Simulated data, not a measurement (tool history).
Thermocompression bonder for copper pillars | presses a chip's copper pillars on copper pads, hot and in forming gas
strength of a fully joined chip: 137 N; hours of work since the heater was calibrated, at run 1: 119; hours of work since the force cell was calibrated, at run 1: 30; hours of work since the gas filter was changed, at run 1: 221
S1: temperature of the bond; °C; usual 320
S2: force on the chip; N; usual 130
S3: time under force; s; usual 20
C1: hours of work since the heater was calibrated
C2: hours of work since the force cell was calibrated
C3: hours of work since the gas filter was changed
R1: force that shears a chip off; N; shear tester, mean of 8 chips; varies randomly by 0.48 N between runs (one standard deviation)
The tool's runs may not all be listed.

run,hour,S1,S2,S3,C1,C2,C3,R1
1,0,320,130,20,119,30,221,59.7
2,8.4,320,130,20,123,34,225,60.4
3,17.5,320,130,20,128,38,229,60.8
4,25.2,320,151,20,131,41,233,69.8
5,30.8,320,151,20,134,44,235,69.8
6,38.2,320,151,12,137,47,239,58.1
7,44.3,320,151,12,140,50,242,57.9
8,52.8,320,151,12,144,54,246,58.2
9,58.5,320,151,12,147,57,248,58
10,64.4,320,151,12,149,60,251,57.8
11,69.6,320,151,12,152,62,253,58.3
12,77.3,320,130,22,155,66,257,61.9
13,82.9,320,130,22,158,68,260,61.7
14,91.6,320,130,20,162,72,264,58.2
15,98,320,130,20,165,75,266,59.3
16,104.4,320,130,20,168,78,269,59.2
17,110.9,320,130,20,171,81,272,59.9
18,120.5,320,130,13,175,86,277,49.9
19,124.9,320,130,13,177,88,279,51.2
20,134.1,320,130,13,182,92,283,50
21,138.1,320,130,29,183,94,285,67
22,144.1,291,130,27,186,96,288,43.9
23,148.7,348,179,20,188,99,290,102.7
24,153.6,320,80,36,191,101,292,42.7
25,162.6,320,143,26,195,105,296,72.1
26,172,323,136,29,199,109,301,72.7
27,176.1,320,130,40,201,111,303,74.7
28,184.9,320,130,40,205,115,307,74.8
29,193.8,320,130,40,209,120,311,74.7
30,198.8,313,79,15,212,122,313,25.9
31,208.1,304,193,12,216,126,317,60
32,213.5,316,80,17,218,129,320,28.6
33,221.5,320,112,36,222,132,324,62.4
34,229.5,338,79,20,226,136,327,43.5
35,237.9,320,130,30,230,140,331,67.4
36,245.7,320,100,31,233,144,335,51.3
37,251.8,334,100,11,236,146,338,42
38,256.5,348,100,20,238,149,340,63
39,266.2,320,111,20,243,153,344,48.7

Forecast each of these 4 alternatives for the next run:
A,274,320,91,29,246,157,348,?
B,274,325,79,20,246,157,348,?
C,274,297,130,51,246,157,348,?
D,274,305,195,20,246,157,348,?

run,R1
A,45.1
B,35.3
C,59
D,71.9
The same runs, with their run-to-run variation unchanged, on a tool lacking any hidden condition would have given:
run,R1
A,49.4
B,38.7
C,64.7
D,78.4

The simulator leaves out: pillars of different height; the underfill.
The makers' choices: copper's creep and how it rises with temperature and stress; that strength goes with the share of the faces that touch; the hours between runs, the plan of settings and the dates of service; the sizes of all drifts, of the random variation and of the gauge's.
